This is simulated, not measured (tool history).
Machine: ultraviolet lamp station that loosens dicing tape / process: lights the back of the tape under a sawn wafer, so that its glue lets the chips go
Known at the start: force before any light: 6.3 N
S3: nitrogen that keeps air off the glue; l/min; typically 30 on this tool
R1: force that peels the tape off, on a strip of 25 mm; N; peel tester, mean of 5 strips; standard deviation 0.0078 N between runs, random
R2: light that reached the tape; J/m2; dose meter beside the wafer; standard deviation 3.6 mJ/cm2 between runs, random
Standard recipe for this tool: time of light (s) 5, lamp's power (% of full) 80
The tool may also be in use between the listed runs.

Run 1, hour 0.0: usual settings. Result: R1 0.510 N, R2 4590 J/m2.
Run 2, hour 38.6: usual settings but S3 53 l/min. Result: R1 0.387 N, R2 4550 J/m2.
Run 3, hour 87.3: usual settings but S3 26 l/min. Result: R1 0.628 N, R2 4440 J/m2.
Run 4, hour 129.6: usual settings but S3 26 l/min. Result: R1 0.672 N, R2 4400 J/m2.
Run 5, hour 175.2: usual settings but S3 26 l/min. Result: R1 0.673 N, R2 4330 J/m2.
Run 6, hour 211.3: usual settings but S3 26 l/min. Result: R1 0.692 N, R2 4260 J/m2.
At hour 241.2: window cleaned of glue's vapour.
Run 7, hour 257.2: usual settings but S3 26 l/min. Result: R1 0.770 N, R2 4040 J/m2.
Run 8, hour 293.3: usual settings but S3 26 l/min. Result: R1 0.792 N, R2 4060 J/m2.
Run 9, hour 341.9: usual settings but S3 26 l/min. Result: R1 0.830 N, R2 3960 J/m2.
Run 10, hour 378.8: usual settings but S3 26 l/min. Result: R1 0.836 N, R2 3840 J/m2.
Run 11, hour 405.8: usual settings but S3 26 l/min. Result: R1 0.866 N, R2 3840 J/m2.
Run 12, hour 432.4: usual settings but S3 59 l/min. Result: R1 0.553 N, R2 3790 J/m2.
Run 13, hour 475.6: usual settings but time of light (s) 6, S3 59 l/min. Result: R1 0.382 N, R2 4500 J/m2.
Run 14, hour 514.2: usual settings but time of light (s) 6, S3 59 l/min. Result: R1 0.404 N, R2 4390 J/m2.
At hour 533.8: window cleaned of glue's vapour, once more.
Run 15, hour 546.4: usual settings but time of light (s) 8, lamp's power (% of full) 90, S3 33 l/min. Result: R1 0.152 N, R2 7940 J/m2.
Run 16, hour 594.7: usual settings but time of light (s) 6, lamp's power (% of full) 75, S3 14 l/min. Result: R1 0.823 N, R2 4910 J/m2.
Run 17, hour 648.2: usual settings but time of light (s) 10, lamp's power (% of full) 71. Result: R1 0.161 N, R2 7620 J/m2.
Run 18, hour 702.6: usual settings but time of light (s) 2, lamp's power (% of full) 69, S3 46 l/min. Result: R1 2.630 N, R2 1460 J/m2.
Run 19, hour 745.2: usual settings but time of light (s) 2, lamp's power (% of full) 69, S3 46 l/min. Result: R1 2.559 N, R2 1410 J/m2.
Run 20, hour 798.3: usual settings but time of light (s) 8, lamp's power (% of full) 61, S3 11 l/min. Result: R1 0.955 N, R2 4900 J/m2.
Run 21, hour 828.4: usual settings but time of light (s) 8, lamp's power (% of full) 61, S3 11 l/min. Result: R1 0.976 N, R2 4800 J/m2.
Run 22, hour 850.9: usual settings but time of light (s) 8, lamp's power (% of full) 61, S3 11 l/min. Result: R1 0.989 N, R2 4840 J/m2.
Run 23, hour 876.0: usual settings but time of light (s) 3, lamp's power (% of full) 61, S3 44 l/min. Result: R1 2.099 N, R2 1780 J/m2.
Run 24, hour 909.5: usual settings but time of light (s) 3, lamp's power (% of full) 61, S3 44 l/min. Result: R1 2.180 N, R2 1780 J/m2.
At hour 945.4: window cleaned of glue's vapour.
Run 25, hour 961.8: usual settings but time of light (s) 3, lamp's power (% of full) 98, S3 34 l/min. Result: R1 1.098 N, R2 3070 J/m2.
Run 26, hour 989.2: usual settings but time of light (s) 3, lamp's power (% of full) 98, S3 34 l/min. Result: R1 1.130 N, R2 3030 J/m2.
Run 27, hour 1034.6: usual settings but time of light (s) 2, lamp's power (% of full) 97, S3 56 l/min. Result: R1 1.789 N, R2 1960 J/m2.
Run 28, hour 1069.1: usual settings but lamp's power (% of full) 85, S3 24 l/min. Result: R1 0.753 N, R2 4250 J/m2.

Predict each of these 3 candidate next runs independently; none follows another, all start after run 28:
Run A, hour 1108.6: usual settings but time of light (s) 4, lamp's power (% of full) 97, S3 24 l/min. Result: R1 ?, R2 ?.
Run B, hour 1108.6: usual settings but lamp's power (% of full) 79, S3 39 l/min. Result: R1 ?, R2 ?.
Run C, hour 1108.6: usual settings but lamp's power (% of full) 85, S3 48 l/min. Result: R1 ?, R2 ?.

run     R1    R2
  A  0.928  3820
  B  0.677  3880
  C  0.507  4170
Without the tool's unlogged condition, the same runs would have read:
run     R1    R2
  A  0.387  5770
  B  0.268  5860
  C  0.194  6310
